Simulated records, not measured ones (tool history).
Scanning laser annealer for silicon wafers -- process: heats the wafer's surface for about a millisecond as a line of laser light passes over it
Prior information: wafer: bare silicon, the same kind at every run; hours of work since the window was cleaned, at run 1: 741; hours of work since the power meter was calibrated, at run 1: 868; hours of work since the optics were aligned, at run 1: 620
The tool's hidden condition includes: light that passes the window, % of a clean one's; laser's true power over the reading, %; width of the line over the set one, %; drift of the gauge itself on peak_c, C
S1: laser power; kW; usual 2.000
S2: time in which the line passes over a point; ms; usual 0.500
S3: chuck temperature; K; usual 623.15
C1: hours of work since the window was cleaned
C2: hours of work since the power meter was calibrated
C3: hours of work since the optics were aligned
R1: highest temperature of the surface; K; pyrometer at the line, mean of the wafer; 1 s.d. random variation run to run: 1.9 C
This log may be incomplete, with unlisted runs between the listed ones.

| run | hour | S1 | S2 | S3 | C1 | C2 | C3 | R1 |
|---|---|---|---|---|---|---|---|---|
| 1 | 0.0 | 2.000 | 0.500 | 623.15 | 741 | 868 | 620 | 1323.15 |
| 2 | 42.2 | 1.863 | 0.500 | 623.15 | 759 | 887 | 638 | 1276.15 |
| 3 | 77.0 | 1.863 | 0.500 | 623.15 | 775 | 902 | 653 | 1278.15 |
| 4 | 112.4 | 1.863 | 0.500 | 623.15 | 790 | 918 | 669 | 1278.15 |
| 5 | 169.0 | 1.863 | 0.500 | 623.15 | 815 | 942 | 694 | 1279.15 |
| 6 | 215.7 | 2.000 | 0.534 | 623.15 | 836 | 963 | 714 | 1344.15 |
| 7 | 253.2 | 2.000 | 0.500 | 623.15 | 852 | 979 | 731 | 1321.15 |
| 8 | 302.9 | 2.000 | 0.500 | 623.15 | 874 | 1001 | 753 | 1320.15 |
| 9 | 337.2 | 2.000 | 0.500 | 623.15 | 889 | 1016 | 768 | 1317.15 |
| 10 | 385.6 | 2.000 | 0.500 | 623.15 | 910 | 1037 | 789 | 1315.15 |
| 11 | 416.2 | 2.000 | 0.500 | 623.15 | 924 | 1051 | 802 | 1311.15 |
| 12 | 440.9 | 2.000 | 0.500 | 623.15 | 934 | 1062 | 813 | 1313.15 |
|  | 487.1 | window over the wafer cleaned |
| 13 | 488.7 | 2.101 | 0.500 | 623.15 | 1 | 1082 | 833 | 1387.15 |
| 14 | 537.3 | 2.101 | 0.426 | 627.15 | 22 | 1103 | 855 | 1330.15 |
| 15 | 568.0 | 2.059 | 0.494 | 659.15 | 36 | 1117 | 868 | 1402.15 |
| 16 | 620.9 | 1.848 | 0.564 | 659.15 | 59 | 1140 | 891 | 1381.15 |
| 17 | 668.1 | 1.848 | 0.564 | 659.15 | 79 | 1160 | 912 | 1379.15 |
| 18 | 722.0 | 1.931 | 0.500 | 590.15 | 103 | 1184 | 936 | 1293.15 |
| 19 | 775.5 | 2.000 | 0.408 | 611.15 | 127 | 1208 | 959 | 1261.15 |
| 20 | 823.8 | 2.000 | 0.408 | 611.15 | 148 | 1229 | 980 | 1263.15 |
| 21 | 868.5 | 2.000 | 0.559 | 584.15 | 167 | 1248 | 1000 | 1347.15 |
| 22 | 899.4 | 2.000 | 0.362 | 584.15 | 181 | 1262 | 1013 | 1196.15 |
| 23 | 936.9 | 2.000 | 0.362 | 584.15 | 197 | 1278 | 1030 | 1195.15 |

Take each entry between the runs: how does the hidden state at the last listed run before it differ from the hidden state at the first listed run after it?
Runs 12 to 13: window over the wafer cleaned (hour 487.1)
  light that passes the window, % of a clean one's: 94.14 -> 99.97; laser's true power over the reading, %: 0.27 -> 0.28; width of the line over the set one, %: 2.38 -> 2.44
  what was measured, less what the result would be without the hidden state, R1: -44.00 -> -5.00 K

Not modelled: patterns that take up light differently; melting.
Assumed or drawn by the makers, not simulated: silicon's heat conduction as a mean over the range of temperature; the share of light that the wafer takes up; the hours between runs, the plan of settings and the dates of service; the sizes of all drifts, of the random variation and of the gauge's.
